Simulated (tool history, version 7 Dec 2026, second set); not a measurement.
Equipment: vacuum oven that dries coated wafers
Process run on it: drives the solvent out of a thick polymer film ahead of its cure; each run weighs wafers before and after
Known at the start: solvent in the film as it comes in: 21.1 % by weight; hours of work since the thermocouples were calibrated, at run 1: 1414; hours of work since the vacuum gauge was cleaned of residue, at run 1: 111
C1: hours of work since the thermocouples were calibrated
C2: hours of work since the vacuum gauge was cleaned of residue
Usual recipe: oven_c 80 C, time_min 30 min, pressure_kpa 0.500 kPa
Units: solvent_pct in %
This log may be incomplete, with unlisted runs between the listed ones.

{"run": 1, "hour": 0.0, "oven_c": 80, "time_min": 30, "pressure_kpa": 0.5, "C1": 1414, "C2": 111, "solvent_pct": 0.88}
{"run": 2, "hour": 33.3, "oven_c": 91, "time_min": 30, "pressure_kpa": 0.5, "C1": 1428, "C2": 126, "solvent_pct": 0.31}
{"run": 3, "hour": 50.5, "oven_c": 91, "time_min": 30, "pressure_kpa": 0.5, "C1": 1436, "C2": 133, "solvent_pct": 0.34}
{"run": 4, "hour": 75.5, "oven_c": 91, "time_min": 30, "pressure_kpa": 0.5, "C1": 1447, "C2": 145, "solvent_pct": 0.37}
{"run": 5, "hour": 104.4, "oven_c": 80, "time_min": 27, "pressure_kpa": 0.5, "C1": 1460, "C2": 157, "solvent_pct": 0.93}
{"hour": 121.0, "done": "oven's thermocouples calibrated"}
{"run": 6, "hour": 128.7, "oven_c": 80, "time_min": 40, "pressure_kpa": 0.5, "C1": 3, "C2": 167, "solvent_pct": 0.59}
{"run": 7, "hour": 142.6, "oven_c": 80, "time_min": 16, "pressure_kpa": 0.906, "C1": 10, "C2": 173, "solvent_pct": 3.37}
{"run": 8, "hour": 170.5, "oven_c": 80, "time_min": 16, "pressure_kpa": 0.906, "C1": 22, "C2": 186, "solvent_pct": 3.38}
{"run": 9, "hour": 190.2, "oven_c": 72, "time_min": 18, "pressure_kpa": 0.293, "C1": 31, "C2": 195, "solvent_pct": 4.2}
{"run": 10, "hour": 210.9, "oven_c": 86, "time_min": 18, "pressure_kpa": 0.415, "C1": 40, "C2": 204, "solvent_pct": 1.49}
{"run": 11, "hour": 240.8, "oven_c": 80, "time_min": 24, "pressure_kpa": 0.5, "C1": 53, "C2": 217, "solvent_pct": 1.5}
{"run": 12, "hour": 270.0, "oven_c": 93, "time_min": 24, "pressure_kpa": 0.265, "C1": 66, "C2": 230, "solvent_pct": 0.4}

How would selected steps in solvent_pct from run to run divide? Give the signed amount a tool lacking its hidden state would still show from settings, what came in and random variation, and the signed amount left for the hidden state, including any gauge scatter that is not in both of the compared results.
Hidden state at play: true wafer temperature over the reading, C; true pressure over the reading, kPa; drift of the gauge itself on solvent_pct, %.
Run 5 -> 6: time_min 27 -> 40, oven's thermocouples calibrated. solvent_pct -0.34 %: hidden state +0.23, all else -0.57.
Run 6 -> 7: time_min 40 -> 16, pressure_kpa 0.500 -> 0.906. solvent_pct +2.78 %: hidden state +0.02, all else +2.76.
